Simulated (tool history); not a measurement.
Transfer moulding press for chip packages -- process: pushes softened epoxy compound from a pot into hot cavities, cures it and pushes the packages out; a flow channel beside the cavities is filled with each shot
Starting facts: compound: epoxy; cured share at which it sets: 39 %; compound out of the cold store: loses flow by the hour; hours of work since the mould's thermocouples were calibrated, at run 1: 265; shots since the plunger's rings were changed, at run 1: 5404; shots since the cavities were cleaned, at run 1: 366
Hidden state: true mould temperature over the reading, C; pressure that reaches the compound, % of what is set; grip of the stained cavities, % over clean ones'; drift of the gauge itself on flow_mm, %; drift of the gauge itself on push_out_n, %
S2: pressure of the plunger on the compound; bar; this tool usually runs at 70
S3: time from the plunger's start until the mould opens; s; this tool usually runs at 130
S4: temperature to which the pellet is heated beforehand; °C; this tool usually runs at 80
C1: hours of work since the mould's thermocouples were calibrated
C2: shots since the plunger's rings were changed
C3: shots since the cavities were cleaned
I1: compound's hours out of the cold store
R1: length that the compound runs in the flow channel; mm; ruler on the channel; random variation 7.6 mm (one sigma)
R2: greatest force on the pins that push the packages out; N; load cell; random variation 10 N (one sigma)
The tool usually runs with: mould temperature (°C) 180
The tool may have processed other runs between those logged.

Run 1, hour 0: usual settings; C1 265; C2 5404; C3 366; I1 31.8. Result: R1 834 mm, R2 464 N.
Run 2, hour 39.1: usual settings but S2 75.7 bar; C1 284; C2 5700; C3 662; I1 35.8. Result: R1 857 mm, R2 461 N.
At hour 97.9: cavities cleaned with cleaning compound and waxed.
Run 3, hour 112.1: usual settings; C1 318; C2 6241; C3 107; I1 26.1. Result: R1 869 mm, R2 456 N.
At hour 138.3: plunger's sealing rings changed.
Run 4, hour 175.7: usual settings but mould temperature (°C) 184; C1 347; C2 283; C3 569; I1 41.4. Result: R1 795 mm, R2 403 N.
Run 5, hour 234.4: usual settings but mould temperature (°C) 184; C1 376; C2 728; C3 1014; I1 33.2. Result: R1 821 mm, R2 431 N.
At hour 240: cavities cleaned with cleaning compound and waxed.
Run 6, hour 327.6: usual settings but mould temperature (°C) 184; C1 420; C2 1421; C3 662; I1 40.9. Result: R1 780 mm, R2 409 N.
At hour 382: cavities cleaned with cleaning compound and waxed.
Run 7, hour 424: usual settings but mould temperature (°C) 184; C1 465; C2 2139; C3 318; I1 14.7. Result: R1 884 mm, R2 424 N.
Run 8, hour 476.3: usual settings but mould temperature (°C) 184; C1 490; C2 2535; C3 714; I1 27.5. Result: R1 824 mm, R2 423 N.
At hour 521.4: cavities cleaned with cleaning compound and waxed.
Run 9, hour 563.6: usual settings but mould temperature (°C) 184; C1 531; C2 3184; C3 320; I1 13. Result: R1 899 mm, R2 417 N.
Run 10, hour 653.7: usual settings but S3 140 s; C1 574; C2 3865; C3 1001; I1 40.4. Result: R1 820 mm, R2 427 N.
At hour 664.1: cavities cleaned with cleaning compound and waxed.
Run 11, hour 748.5: usual settings but S3 140 s; C1 619; C2 4572; C3 639; I1 20.3. Result: R1 883 mm, R2 425 N.
At hour 807.5: cavities cleaned with cleaning compound and waxed.
Run 12, hour 836.7: usual settings; C1 661; C2 5228; C3 222; I1 37.5. Result: R1 814 mm, R2 451 N.
Run 13, hour 878.9: usual settings but S4 71 °C; C1 681; C2 5547; C3 541; I1 13.6. Result: R1 908 mm, R2 480 N.
At hour 947.4: cavities cleaned with cleaning compound and waxed.
Run 14, hour 973.3: usual settings but S4 71 °C; C1 726; C2 6250; C3 196; I1 31.7. Result: R1 844 mm, R2 477 N.
At hour 995: plunger's sealing rings changed.
Run 15, hour 1035.4: usual settings but mould temperature (°C) 188, S2 78.9 bar, S3 157 s, S4 76 °C; C1 754; C2 307; C3 647; I1 13.5. Result: R1 925 mm, R2 383 N.
At hour 1091.3: cavities cleaned with cleaning compound and waxed.
Run 16, hour 1118.6: usual settings but mould temperature (°C) 188, S2 78.9 bar, S3 157 s, S4 76 °C; C1 793; C2 925; C3 207; I1 28.9. Result: R1 872 mm, R2 396 N.
Run 17, hour 1190.6: usual settings but mould temperature (°C) 176, S2 78.9 bar, S3 157 s, S4 88 °C; C1 828; C2 1469; C3 751; I1 37.5. Result: R1 902 mm, R2 429 N.
At hour 1234.1: cavities cleaned with cleaning compound and waxed.
Run 18, hour 1246.3: usual settings but mould temperature (°C) 176, S2 78.9 bar, S3 157 s, S4 88 °C; C1 854; C2 1879; C3 92; I1 43.5. Result: R1 868 mm, R2 415 N.
Run 19, hour 1289.5: usual settings but mould temperature (°C) 176, S2 78.9 bar, S3 157 s, S4 88 °C; C1 875; C2 2206; C3 419; I1 21. Result: R1 934 mm, R2 440 N.
At hour 1330.3: mould's thermocouples calibrated.
Run 20, hour 1353.2: usual settings but mould temperature (°C) 185, S2 65.3 bar, S3 125 s, S4 79 °C; C1 11; C2 2673; C3 886; I1 45.2. Result: R1 754 mm, R2 410 N.
At hour 1376.1: cavities cleaned with cleaning compound and waxed.
Run 21, hour 1444.7: usual settings but mould temperature (°C) 185, S2 65.3 bar, S3 125 s, S4 79 °C; C1 54; C2 3354; C3 519; I1 17.5. Result: R1 827 mm, R2 416 N.

What does the tool deliver on the next run?
Run 22, hour 1503.9: usual settings but mould temperature (°C) 175; C1 82; C2 3802; C3 967; I1 9.3. Result: R1 ?, R2 ?.

Logged for run 22: R1 939 mm, R2 624 N.
With no hidden state in the tool, this same run would have given R1 940 mm, R2 614 N.

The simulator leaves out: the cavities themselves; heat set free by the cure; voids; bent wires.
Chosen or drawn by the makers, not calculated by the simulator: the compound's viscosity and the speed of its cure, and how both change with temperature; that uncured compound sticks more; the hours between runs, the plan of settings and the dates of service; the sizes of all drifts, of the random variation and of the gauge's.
